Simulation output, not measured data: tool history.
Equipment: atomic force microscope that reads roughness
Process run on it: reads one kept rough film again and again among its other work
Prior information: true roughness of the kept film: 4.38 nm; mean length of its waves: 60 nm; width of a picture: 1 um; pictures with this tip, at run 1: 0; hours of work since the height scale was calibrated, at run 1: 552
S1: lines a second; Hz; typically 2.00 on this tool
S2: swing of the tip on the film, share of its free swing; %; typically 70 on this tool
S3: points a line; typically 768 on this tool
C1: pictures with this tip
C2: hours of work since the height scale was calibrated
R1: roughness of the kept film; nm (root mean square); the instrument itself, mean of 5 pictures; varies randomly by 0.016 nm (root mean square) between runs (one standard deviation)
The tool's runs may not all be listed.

run   hour    S1  S2   S3   C1    C2     R1
  1    0.0  2.00  70  768    0   552  3.956
  2   41.8  2.00  70  768   89   581  3.862
  3   79.9  2.00  70  768  169   607  3.802
     120.4  -- new tip fitted
  4  155.8  2.00  70  768   75   658  3.900
  5  206.1  2.00  70  768  181   693  3.771
     235.6  -- new tip fitted
  6  273.1  2.00  70  768   79   738  3.894
  7  324.1  2.00  70  768  186   773  3.781
     350.7  -- new tip fitted
  8  358.7  2.00  70  768   17   796  3.980
  9  419.8  2.00  70  768  145   838  3.839
     470.6  -- new tip fitted
 10  481.1  2.00  70  768   22   880  3.928
 11  552.8  1.15  57  272  174   929  3.956
     585.5  -- new tip fitted
 12  600.7  1.15  57  272   32   961  4.104
 13  675.9  2.00  80  371  191  1013  3.616
     702.3  -- new tip fitted
 14  717.7  2.00  67  768   33  1041  3.981
 15  772.9  2.00  77  321  149  1078  3.740
     822.0  -- new tip fitted
 16  844.1  2.01  74  420   47  1127  3.869
 17  875.4  2.00  68  700  113  1148  3.920
 18  929.6  2.00  68  700  227  1185  3.785
     937.9  -- new tip fitted
 19  964.7  3.94  66  700   57  1209  3.793

Predict each of these 4 candidate next runs independently; none follows another, all start after run 19:
  A  1008.7  3.94  66  360  149  1239   ?
  B  1008.7  0.94  70  768  149  1239   ?
  C  1008.7  2.00  66  524  149  1239   ?
  D  1008.7  1.34  80  326  149  1239   ?

run     R1
  A  3.712
  B  3.955
  C  3.881
  D  3.772
With the hidden condition removed and each run's random variation left untouched, the same runs would have given:
run     R1
  A  3.823
  B  4.073
  C  3.997
  D  3.885

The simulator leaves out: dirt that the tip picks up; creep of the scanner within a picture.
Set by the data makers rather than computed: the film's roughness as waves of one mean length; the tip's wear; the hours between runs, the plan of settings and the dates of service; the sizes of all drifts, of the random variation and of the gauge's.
